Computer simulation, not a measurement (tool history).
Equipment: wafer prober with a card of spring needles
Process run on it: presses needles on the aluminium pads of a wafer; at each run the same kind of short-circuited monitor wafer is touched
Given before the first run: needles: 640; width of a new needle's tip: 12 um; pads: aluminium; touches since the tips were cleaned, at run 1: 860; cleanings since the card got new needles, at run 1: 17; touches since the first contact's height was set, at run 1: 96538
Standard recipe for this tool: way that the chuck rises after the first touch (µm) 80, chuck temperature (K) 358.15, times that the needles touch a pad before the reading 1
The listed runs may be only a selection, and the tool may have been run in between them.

run,hour,way that the chuck rises after the first touch (µm),chuck temperature (K),times that the needles touch a pad before the reading,touches since the tips were cleaned,cleanings since the card got new needles,touches since the first contact's height was set,resistance of one needle with its contact and lead (mohm),way that a needle slides on the pad (µm)
1,0.0,80,358.15,1,860,17,96538,175,12.30
2,5.7,80,358.15,1,3363,17,99041,178,12.31
# hour 9.7: tips cleaned on abrasive film
3,13.1,80,358.15,1,1513,18,102264,177,12.25
4,20.3,80,358.15,1,4685,18,105436,178,12.25
# hour 20.8: tips cleaned on abrasive film
5,28.6,80,301.15,1,3428,19,109053,166,12.17
# hour 32.5: tips cleaned on abrasive film
6,37.8,80,301.15,1,2326,20,113052,166,12.25
# hour 44.2: tips cleaned on abrasive film
7,46.7,80,358.15,1,1116,21,116942,176,12.18
8,53.2,80,358.15,1,3989,21,119815,177,12.20
# hour 55.4: tips cleaned on abrasive film
9,59.3,80,358.15,1,1706,22,122433,178,12.13
10,65.4,60,321.15,1,4418,22,125145,173,9.11
# hour 67.0: tips cleaned on abrasive film
11,70.7,70,320.15,2,1658,23,127442,172,10.66
# hour 78.1: tips cleaned on abrasive film
12,78.2,70,320.15,2,20,24,130684,166,10.66
13,84.6,70,320.15,2,2831,24,133495,171,10.70
# hour 89.8: tips cleaned on abrasive film
14,90.6,90,358.15,2,365,25,136113,176,13.63
15,100.1,80,358.15,3,4552,25,140300,176,12.11
# hour 100.9: tips cleaned on abrasive film
16,107.3,80,358.15,3,2810,26,143430,174,12.17
# hour 112.4: tips cleaned on abrasive film
17,116.2,67,358.15,1,1660,27,147309,179,10.11

Below are 3 alternative next runs, each starting from the tool's condition after run 17. Predict each:
# hour 124.0: tips cleaned on abrasive film
A,125.4,70,376.15,3,644,28,151332,?,?
# hour 124.0: tips cleaned on abrasive film
B,125.4,80,358.15,3,644,28,151332,?,?
# hour 124.0: tips cleaned on abrasive film
C,125.4,80,318.15,1,644,28,151332,?,?

run,resistance of one needle with its contact and lead (mohm),way that a needle slides on the pad (µm)
A,181,10.70
B,175,12.09
C,171,12.12
Without the tool's hidden state the same runs would have given:
run,resistance of one needle with its contact and lead (mohm),way that a needle slides on the pad (µm)
A,181,10.85
B,175,12.26
C,171,12.29

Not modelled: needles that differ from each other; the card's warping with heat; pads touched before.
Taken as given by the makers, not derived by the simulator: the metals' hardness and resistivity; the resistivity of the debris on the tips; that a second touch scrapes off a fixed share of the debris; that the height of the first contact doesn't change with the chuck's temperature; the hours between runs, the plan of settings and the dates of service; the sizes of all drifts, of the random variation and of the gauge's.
